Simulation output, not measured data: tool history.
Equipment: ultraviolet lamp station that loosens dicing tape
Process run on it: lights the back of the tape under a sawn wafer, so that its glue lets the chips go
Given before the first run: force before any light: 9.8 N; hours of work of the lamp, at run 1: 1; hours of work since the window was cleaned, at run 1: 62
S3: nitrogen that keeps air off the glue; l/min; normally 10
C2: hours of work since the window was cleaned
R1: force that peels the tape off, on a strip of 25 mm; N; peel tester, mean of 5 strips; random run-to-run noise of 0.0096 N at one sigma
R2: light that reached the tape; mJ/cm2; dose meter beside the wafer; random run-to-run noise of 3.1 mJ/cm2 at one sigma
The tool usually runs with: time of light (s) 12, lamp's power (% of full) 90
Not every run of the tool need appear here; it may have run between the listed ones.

{"run": 1, "day": 0.0, "time of light (s)": 12, "lamp's power (% of full)": 90, "S3": 10, "hours of work of the lamp": 1, "C2": 62, "R1": 0.404, "R2": 480}
{"run": 2, "day": 0.229, "time of light (s)": 12, "lamp's power (% of full)": 90, "S3": 10, "hours of work of the lamp": 4, "C2": 66, "R1": 0.438, "R2": 484}
{"run": 3, "day": 0.621, "time of light (s)": 12, "lamp's power (% of full)": 90, "S3": 10, "hours of work of the lamp": 10, "C2": 71, "R1": 0.424, "R2": 483}
{"run": 4, "day": 0.8, "time of light (s)": 12, "lamp's power (% of full)": 90, "S3": 10, "hours of work of the lamp": 12, "C2": 74, "R1": 0.415, "R2": 481}
{"run": 5, "day": 1.112, "time of light (s)": 12, "lamp's power (% of full)": 90, "S3": 10, "hours of work of the lamp": 17, "C2": 79, "R1": 0.416, "R2": 486}
{"run": 6, "day": 1.371, "time of light (s)": 12, "lamp's power (% of full)": 90, "S3": 10, "hours of work of the lamp": 21, "C2": 82, "R1": 0.414, "R2": 474}
{"run": 7, "day": 1.683, "time of light (s)": 12, "lamp's power (% of full)": 90, "S3": 19, "hours of work of the lamp": 25, "C2": 87, "R1": 0.241, "R2": 482}
{"run": 8, "day": 2.054, "time of light (s)": 12, "lamp's power (% of full)": 65, "S3": 10, "hours of work of the lamp": 30, "C2": 92, "R1": 0.934, "R2": 352}
{"run": 9, "day": 2.283, "time of light (s)": 12, "lamp's power (% of full)": 65, "S3": 10, "hours of work of the lamp": 34, "C2": 96, "R1": 0.927, "R2": 343}
{"run": 10, "day": 2.475, "time of light (s)": 8, "lamp's power (% of full)": 65, "S3": 10, "hours of work of the lamp": 37, "C2": 98, "R1": 1.914, "R2": 232}
{"run": 11, "day": 2.883, "time of light (s)": 8, "lamp's power (% of full)": 65, "S3": 10, "hours of work of the lamp": 43, "C2": 104, "R1": 1.996, "R2": 234}
{"run": 12, "day": 3.138, "time of light (s)": 12, "lamp's power (% of full)": 90, "S3": 10, "hours of work of the lamp": 46, "C2": 108, "R1": 0.407, "R2": 479}
{"run": 13, "day": 3.412, "time of light (s)": 12, "lamp's power (% of full)": 90, "S3": 10, "hours of work of the lamp": 50, "C2": 112, "R1": 0.403, "R2": 486}
{"run": 14, "day": 3.746, "time of light (s)": 8, "lamp's power (% of full)": 67, "S3": 10, "hours of work of the lamp": 55, "C2": 117, "R1": 1.907, "R2": 238}
{"run": 15, "day": 3.958, "time of light (s)": 23, "lamp's power (% of full)": 90, "S3": 11, "hours of work of the lamp": 58, "C2": 120, "R1": 0.091, "R2": 918}
{"run": 16, "day": 4.238, "time of light (s)": 8, "lamp's power (% of full)": 62, "S3": 8, "hours of work of the lamp": 62, "C2": 124, "R1": 2.354, "R2": 219}
{"run": 17, "day": 4.546, "time of light (s)": 7, "lamp's power (% of full)": 99, "S3": 10, "hours of work of the lamp": 67, "C2": 129, "R1": 1.203, "R2": 313}

Predict the results of run 18:
{"run": 18, "day": 4.738, "time of light (s)": 19, "lamp's power (% of full)": 88, "S3": 7, "hours of work of the lamp": 70, "C2": 131, "R1": "?", "R2": "?"}

{"run 18": {"R1": 0.186, "R2": 737}}
Take away the tool's hidden state, keep the run-to-run variation as it was, and the same run would have given R1 0.186 N, R2 737 mJ/cm2.
